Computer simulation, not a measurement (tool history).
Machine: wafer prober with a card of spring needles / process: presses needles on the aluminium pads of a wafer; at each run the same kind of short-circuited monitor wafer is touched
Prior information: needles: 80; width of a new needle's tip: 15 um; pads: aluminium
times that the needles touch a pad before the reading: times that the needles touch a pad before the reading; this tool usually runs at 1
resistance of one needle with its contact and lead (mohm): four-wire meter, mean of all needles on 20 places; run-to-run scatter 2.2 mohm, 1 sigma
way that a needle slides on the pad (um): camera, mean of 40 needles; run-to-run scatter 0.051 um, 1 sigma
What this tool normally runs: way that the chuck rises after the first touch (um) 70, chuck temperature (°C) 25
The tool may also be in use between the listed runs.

run,day,way that the chuck rises after the first touch (um),chuck temperature (°C),times that the needles touch a pad before the reading,resistance of one needle with its contact and lead (mohm),way that a needle slides on the pad (um)
1,0,70,25,1,248,15.24
# day 0.304: tips cleaned on abrasive film
# day 0.646: tips cleaned on abrasive film
2,0.938,70,25,1,249,15.21
# day 0.983: tips cleaned on abrasive film
# day 1.35: tips cleaned on abrasive film
# day 1.667: tips cleaned on abrasive film
3,1.667,70,25,1,247,15.37
# day 1.996: tips cleaned on abrasive film
4,2.15,70,25,1,250,15.23
# day 2.346: tips cleaned on abrasive film
# day 2.667: tips cleaned on abrasive film
5,2.825,70,25,1,243,15.24
# day 3.025: tips cleaned on abrasive film
# day 3.354: tips cleaned on abrasive film
6,3.442,70,92,1,265,15.11
# day 3.7: tips cleaned on abrasive film
# day 4.025: tips cleaned on abrasive film
7,4.262,70,25,1,244,15.18
# day 4.342: tips cleaned on abrasive film
# day 4.662: tips cleaned on abrasive film
8,4.729,70,25,1,249,15.27
# day 5.033: tips cleaned on abrasive film
# day 5.388: tips cleaned on abrasive film
9,5.512,70,25,1,245,15.15
# day 5.712: tips cleaned on abrasive film
# day 6.042: tips cleaned on abrasive film
10,6.296,70,72,1,259,15.24
# day 6.375: tips cleaned on abrasive film
# day 6.696: tips cleaned on abrasive film
11,6.7,70,72,1,254,15.27
# day 7.021: tips cleaned on abrasive film
12,7.304,70,72,1,256,15.22
# day 7.379: tips cleaned on abrasive film
# day 7.717: tips cleaned on abrasive film
# day 8.067: tips cleaned on abrasive film
13,8.242,70,25,1,244,15.13
# day 8.417: tips cleaned on abrasive film
# day 8.729: tips cleaned on abrasive film
# day 9.092: tips cleaned on abrasive film
14,9.179,70,25,1,241,15.16
# day 9.438: tips cleaned on abrasive film
# day 9.779: tips cleaned on abrasive film
15,10.017,70,25,1,249,15.16
# day 10.092: tips cleaned on abrasive film
# day 10.429: tips cleaned on abrasive film
16,10.479,54,48,3,256,11.69
# day 10.792: tips cleaned on abrasive film
17,11.046,54,48,3,255,11.7
# day 11.125: tips cleaned on abrasive film
# day 11.488: tips cleaned on abrasive film
# day 11.679: height of the first contact set anew
18,11.733,70,25,1,246,15.17

Estimate the outcome of run 19 from the log above:
# day 11.812: tips cleaned on abrasive film
# day 12.117: tips cleaned on abrasive film
# day 12.421: tips cleaned on abrasive film
19,12.475,70,110,1,?,?

resistance of one needle with its contact and lead (mohm): 270
way that a needle slides on the pad (um): 15.17
On a tool with no hidden condition, and with the same random variation, this run would have come out at resistance of one needle with its contact and lead (mohm) 270, way that a needle slides on the pad (um) 15.17.
